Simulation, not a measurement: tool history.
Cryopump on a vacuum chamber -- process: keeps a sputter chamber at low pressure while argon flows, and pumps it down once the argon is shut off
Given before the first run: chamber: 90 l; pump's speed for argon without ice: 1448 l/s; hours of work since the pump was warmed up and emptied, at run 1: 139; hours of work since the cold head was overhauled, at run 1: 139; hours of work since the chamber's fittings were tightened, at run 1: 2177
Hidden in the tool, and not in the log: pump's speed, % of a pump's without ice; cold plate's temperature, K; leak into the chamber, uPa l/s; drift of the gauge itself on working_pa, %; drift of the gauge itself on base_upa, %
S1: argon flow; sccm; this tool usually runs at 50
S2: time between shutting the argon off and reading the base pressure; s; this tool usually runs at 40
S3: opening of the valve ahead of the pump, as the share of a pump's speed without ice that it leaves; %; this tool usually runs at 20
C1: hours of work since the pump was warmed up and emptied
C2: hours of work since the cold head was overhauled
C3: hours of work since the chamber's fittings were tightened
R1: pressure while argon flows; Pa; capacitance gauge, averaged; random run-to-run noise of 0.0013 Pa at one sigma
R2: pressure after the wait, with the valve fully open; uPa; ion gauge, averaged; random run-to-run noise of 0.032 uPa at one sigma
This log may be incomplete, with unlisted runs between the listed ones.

run 1 day=0 | S1=50 S2=40 S3=20 | C1=139 C2=139 C3=2177 | R1=0.2971 R2=1.92
run 2 day=0.417 | S1=50 S2=40 S3=20 | C1=147 C2=147 C3=2184 | R1=0.2932 R2=1.87
run 3 day=0.871 | S1=50 S2=53 S3=20 | C1=155 C2=155 C3=2193 | R1=0.2949 R2=1.48
run 4 day=1.358 | S1=50 S2=53 S3=20 | C1=164 C2=164 C3=2202 | R1=0.2956 R2=1.47
run 5 day=1.717 | S1=50 S2=53 S3=20 | C1=171 C2=171 C3=2208 | R1=0.2952 R2=1.51
run 6 day=2.317 | S1=50 S2=53 S3=20 | C1=181 C2=181 C3=2219 | R1=0.2946 R2=1.55
run 7 day=2.788 | S1=50 S2=45 S3=20 | C1=190 C2=190 C3=2227 | R1=0.293 R2=1.69
run 8 day=3.158 | S1=50 S2=40 S3=32 | C1=197 C2=197 C3=2234 | R1=0.1857 R2=1.84
run 9 day=3.708 | S1=50 S2=193 S3=20 | C1=207 C2=207 C3=2244 | R1=0.2966 R2=0.73
run 10 day=4.067 | S1=50 S2=40 S3=20 | C1=213 C2=213 C3=2251 | R1=0.2953 R2=1.9
run 11 day=4.354 | S1=50 S2=35 S3=20 | C1=218 C2=218 C3=2256 | R1=0.294 R2=2.11
run 12 day=4.625 | S1=50 S2=35 S3=20 | C1=223 C2=223 C3=2261 | R1=0.2946 R2=2.07
run 13 day=5.175 | S1=30 S2=152 S3=38 | C1=233 C2=233 C3=2271 | R1=0.0945 R2=0.85
run 14 day=5.825 | S1=30 S2=152 S3=38 | C1=245 C2=245 C3=2283 | R1=0.0941 R2=0.84
run 15 day=6.175 | S1=42 S2=60 S3=38 | C1=251 C2=251 C3=2289 | R1=0.1325 R2=1.34
run 16 day=6.583 | S1=36 S2=182 S3=23 | C1=259 C2=259 C3=2296 | R1=0.186 R2=0.74

Run 17 comes next. What will it give?
run 17 day=6.862 | S1=40 S2=182 S3=32 | C1=264 C2=264 C3=2301 | R1=? R2=?

Logged for run 17: R1 0.1496 Pa, R2 0.74 uPa.
Minus the tool's unlogged condition, the same run would have read R1 0.1458 Pa, R2 0.5 uPa.

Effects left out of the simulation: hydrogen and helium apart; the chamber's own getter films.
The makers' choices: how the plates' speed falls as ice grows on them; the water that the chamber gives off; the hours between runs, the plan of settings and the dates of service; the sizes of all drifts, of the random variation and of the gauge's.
